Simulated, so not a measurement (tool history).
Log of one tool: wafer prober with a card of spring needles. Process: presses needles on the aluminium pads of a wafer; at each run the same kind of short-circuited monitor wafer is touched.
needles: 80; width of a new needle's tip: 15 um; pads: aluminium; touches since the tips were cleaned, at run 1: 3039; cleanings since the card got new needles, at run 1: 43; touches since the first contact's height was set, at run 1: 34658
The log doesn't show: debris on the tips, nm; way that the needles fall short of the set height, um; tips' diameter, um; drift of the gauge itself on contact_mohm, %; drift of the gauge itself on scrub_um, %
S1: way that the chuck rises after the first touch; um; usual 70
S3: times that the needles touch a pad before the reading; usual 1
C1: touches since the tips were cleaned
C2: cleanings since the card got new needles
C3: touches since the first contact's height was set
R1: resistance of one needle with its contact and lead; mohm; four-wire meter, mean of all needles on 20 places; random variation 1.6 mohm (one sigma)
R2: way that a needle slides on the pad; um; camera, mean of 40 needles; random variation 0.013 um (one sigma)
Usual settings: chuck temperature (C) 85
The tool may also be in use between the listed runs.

{"run": 1, "hour": 0.0, "S1": 70, "chuck temperature (C)": 85, "S3": 1, "C1": 3039, "C2": 43, "C3": 34658, "R1": 188, "R2": 9.48}
{"hour": 6.3, "done": "tips cleaned on abrasive film"}
{"run": 2, "hour": 17.0, "S1": 70, "chuck temperature (C)": 85, "S3": 1, "C1": 4422, "C2": 44, "C3": 41638, "R1": 202, "R2": 9.44}
{"hour": 19.6, "done": "tips cleaned on abrasive film"}
{"run": 3, "hour": 27.2, "S1": 51, "chuck temperature (C)": 85, "S3": 1, "C1": 3141, "C2": 45, "C3": 45788, "R1": 220, "R2": 6.88}
{"hour": 33.7, "done": "tips cleaned on abrasive film"}
{"run": 4, "hour": 36.8, "S1": 70, "chuck temperature (C)": 67, "S3": 1, "C1": 1300, "C2": 46, "C3": 49725, "R1": 170, "R2": 9.43}
{"hour": 47.1, "done": "tips cleaned on abrasive film"}
{"run": 5, "hour": 53.2, "S1": 70, "chuck temperature (C)": 85, "S3": 2, "C1": 2525, "C2": 47, "C3": 56461, "R1": 175, "R2": 9.43}
{"hour": 59.7, "done": "tips cleaned on abrasive film"}
{"run": 6, "hour": 63.2, "S1": 70, "chuck temperature (C)": 85, "S3": 2, "C1": 1450, "C2": 48, "C3": 60549, "R1": 168, "R2": 9.42}
{"hour": 72.5, "done": "tips cleaned on abrasive film"}
{"run": 7, "hour": 73.1, "S1": 70, "chuck temperature (C)": 85, "S3": 1, "C1": 266, "C2": 49, "C3": 64592, "R1": 169, "R2": 9.45}
{"run": 8, "hour": 81.7, "S1": 70, "chuck temperature (C)": 85, "S3": 1, "C1": 3790, "C2": 49, "C3": 68116, "R1": 201, "R2": 9.43}
{"hour": 85.5, "done": "tips cleaned on abrasive film"}
{"run": 9, "hour": 97.4, "S1": 70, "chuck temperature (C)": 85, "S3": 1, "C1": 4893, "C2": 50, "C3": 74560, "R1": 206, "R2": 9.42}
{"hour": 98.5, "done": "tips cleaned on abrasive film"}
{"hour": 111.5, "done": "tips cleaned on abrasive film"}
{"run": 10, "hour": 113.0, "S1": 70, "chuck temperature (C)": 85, "S3": 1, "C1": 637, "C2": 52, "C3": 80938, "R1": 169, "R2": 9.39}
{"run": 11, "hour": 121.8, "S1": 70, "chuck temperature (C)": 85, "S3": 3, "C1": 4246, "C2": 52, "C3": 84547, "R1": 172, "R2": 9.41}
{"hour": 124.3, "done": "tips cleaned on abrasive film"}
{"run": 12, "hour": 133.3, "S1": 70, "chuck temperature (C)": 85, "S3": 3, "C1": 3682, "C2": 53, "C3": 89251, "R1": 169, "R2": 9.39}
{"hour": 136.8, "done": "tips cleaned on abrasive film"}
{"hour": 149.5, "done": "tips cleaned on abrasive film"}
{"run": 13, "hour": 151.6, "S1": 70, "chuck temperature (C)": 85, "S3": 2, "C1": 830, "C2": 55, "C3": 96717, "R1": 167, "R2": 9.34}
{"hour": 162.0, "done": "tips cleaned on abrasive film"}
{"run": 14, "hour": 170.2, "S1": 70, "chuck temperature (C)": 85, "S3": 3, "C1": 3381, "C2": 56, "C3": 104356, "R1": 172, "R2": 9.35}
{"hour": 174.6, "done": "tips cleaned on abrasive film"}
{"hour": 187.3, "done": "tips cleaned on abrasive film"}
{"run": 15, "hour": 187.3, "S1": 70, "chuck temperature (C)": 46, "S3": 2, "C1": 0, "C2": 58, "C3": 111342, "R1": 152, "R2": 9.34}
{"hour": 199.8, "done": "tips cleaned on abrasive film"}
{"run": 16, "hour": 199.8, "S1": 64, "chuck temperature (C)": 123, "S3": 2, "C1": 0, "C2": 59, "C3": 116470, "R1": 166, "R2": 8.53}
{"hour": 213.2, "done": "tips cleaned on abrasive film"}
{"run": 17, "hour": 216.1, "S1": 64, "chuck temperature (C)": 123, "S3": 2, "C1": 1163, "C2": 60, "C3": 123140, "R1": 178, "R2": 8.51}
{"hour": 226.3, "done": "tips cleaned on abrasive film"}
{"run": 18, "hour": 226.9, "S1": 70, "chuck temperature (C)": 83, "S3": 1, "C1": 252, "C2": 61, "C3": 127589, "R1": 166, "R2": 9.31}
{"run": 19, "hour": 238.5, "S1": 86, "chuck temperature (C)": 85, "S3": 2, "C1": 5023, "C2": 61, "C3": 132360, "R1": 178, "R2": 11.48}
{"hour": 239.8, "done": "tips cleaned on abrasive film"}
{"hour": 253.6, "done": "tips cleaned on abrasive film"}
{"run": 20, "hour": 254.4, "S1": 73, "chuck temperature (C)": 85, "S3": 1, "C1": 350, "C2": 63, "C3": 138845, "R1": 163, "R2": 9.72}

Forecast each of these 4 alternatives for the next run:
{"hour": 266.4, "done": "tips cleaned on abrasive film"}
{"run": "A", "hour": 266.4, "S1": 85, "chuck temperature (C)": 109, "S3": 2, "C1": 0, "C2": 64, "C3": 143765, "R1": "?", "R2": "?"}
{"hour": 266.4, "done": "tips cleaned on abrasive film"}
{"run": "B", "hour": 266.4, "S1": 58, "chuck temperature (C)": 33, "S3": 1, "C1": 0, "C2": 64, "C3": 143765, "R1": "?", "R2": "?"}
{"hour": 266.4, "done": "tips cleaned on abrasive film"}
{"run": "C", "hour": 266.4, "S1": 54, "chuck temperature (C)": 85, "S3": 1, "C1": 0, "C2": 64, "C3": 143765, "R1": "?", "R2": "?"}
{"hour": 266.4, "done": "tips cleaned on abrasive film"}
{"run": "D", "hour": 266.4, "S1": 73, "chuck temperature (C)": 105, "S3": 2, "C1": 0, "C2": 64, "C3": 143765, "R1": "?", "R2": "?"}

run=A R1=161 R2=11.35
run=B R1=162 R2=7.67
run=C R1=170 R2=7.14
run=D R1=162 R2=9.71
Without the tool's hidden state the same runs would have given:
run=A R1=157 R2=11.55
run=B R1=151 R2=7.87
run=C R1=159 R2=7.35
run=D R1=157 R2=9.91

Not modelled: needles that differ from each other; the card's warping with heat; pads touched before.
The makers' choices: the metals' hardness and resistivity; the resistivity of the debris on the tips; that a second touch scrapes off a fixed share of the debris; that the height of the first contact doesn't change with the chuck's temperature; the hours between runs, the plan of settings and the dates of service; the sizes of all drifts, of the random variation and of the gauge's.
